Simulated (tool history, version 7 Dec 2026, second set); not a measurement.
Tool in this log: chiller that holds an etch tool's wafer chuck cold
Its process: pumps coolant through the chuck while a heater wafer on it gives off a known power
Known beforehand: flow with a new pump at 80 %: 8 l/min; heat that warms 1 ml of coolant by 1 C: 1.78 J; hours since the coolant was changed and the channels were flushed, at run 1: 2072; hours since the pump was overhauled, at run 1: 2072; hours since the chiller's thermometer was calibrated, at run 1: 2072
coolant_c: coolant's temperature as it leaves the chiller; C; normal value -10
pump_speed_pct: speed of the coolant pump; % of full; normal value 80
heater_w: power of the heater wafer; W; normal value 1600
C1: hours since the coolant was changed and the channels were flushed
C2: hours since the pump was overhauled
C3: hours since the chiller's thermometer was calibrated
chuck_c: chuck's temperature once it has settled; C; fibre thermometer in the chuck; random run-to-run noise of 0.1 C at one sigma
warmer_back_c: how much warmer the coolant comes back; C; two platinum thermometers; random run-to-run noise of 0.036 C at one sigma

Run 1, day 0: usual settings; C1 2072; C2 2072; C3 2072. Result: chuck_c 5.8 C, warmer_back_c 7.09 C.
At day 3.192: chiller's thermometer calibrated.
Run 2, day 5.871: usual settings but heater_w 1690 W; C1 2211; C2 2211; C3 64. Result: chuck_c 6.9 C, warmer_back_c 7.44 C.
Run 3, day 12.179: usual settings; C1 2363; C2 2363; C3 216. Result: chuck_c 5.9 C, warmer_back_c 7.03 C.
Run 4, day 16.933: usual settings but coolant_c -7 C; C1 2477; C2 2477; C3 330. Result: chuck_c 9.2 C, warmer_back_c 7.1 C.
Run 5, day 21.875: usual settings but coolant_c -7 C; C1 2596; C2 2596; C3 448. Result: chuck_c 9 C, warmer_back_c 7.21 C.
Run 6, day 27.146: usual settings but coolant_c -7 C; C1 2722; C2 2722; C3 575. Result: chuck_c 9.2 C, warmer_back_c 7.06 C.
Run 7, day 31.104: usual settings but coolant_c -7 C, pump_speed_pct 81 % of full, heater_w 1898 W; C1 2817; C2 2817; C3 670. Result: chuck_c 11.9 C, warmer_back_c 8.28 C.
Run 8, day 37.067: usual settings but coolant_c -15 C; C1 2960; C2 2960; C3 813. Result: chuck_c 1.2 C, warmer_back_c 7.12 C.
Run 9, day 40.212: usual settings but coolant_c -7 C, heater_w 2014 W; C1 3036; C2 3036; C3 888. Result: chuck_c 13.6 C, warmer_back_c 9.03 C.
Run 10, day 43.525: usual settings but coolant_c -7 C, heater_w 2014 W; C1 3115; C2 3115; C3 968. Result: chuck_c 13.4 C, warmer_back_c 9.06 C.
Run 11, day 47.508: usual settings but coolant_c -5 C, pump_speed_pct 75 % of full, heater_w 1476 W; C1 3211; C2 3211; C3 1064. Result: chuck_c 10.8 C, warmer_back_c 7.1 C.
Run 12, day 51.688: usual settings but pump_speed_pct 74 % of full, heater_w 1852 W; C1 3311; C2 3311; C3 1164. Result: chuck_c 10.2 C, warmer_back_c 9.11 C.

Consider 3 possible next runs. They are alternatives, not a sequence: every one starts from the tool as it was left by run 12. What does each give?
Run A, day 57.242: usual settings but heater_w 1181 W; C1 3444; C2 3444; C3 1297. Result: chuck_c ?, warmer_back_c ?.
Run B, day 57.242: usual settings but coolant_c -9 C, pump_speed_pct 77 % of full, heater_w 971 W; C1 3444; C2 3444; C3 1297. Result: chuck_c ?, warmer_back_c ?.
Run C, day 57.242: usual settings but coolant_c -9 C, pump_speed_pct 66 % of full, heater_w 1623 W; C1 3444; C2 3444; C3 1297. Result: chuck_c ?, warmer_back_c ?.

run  chuck_c  warmer_back_c
  A      1.8           5.29
  B      1.3           4.62
  C     10.3            9.1
What these runs would have given with no unlogged condition in the tool:
run  chuck_c  warmer_back_c
  A        1           4.93
  B      0.6           4.32
  C        9            8.5
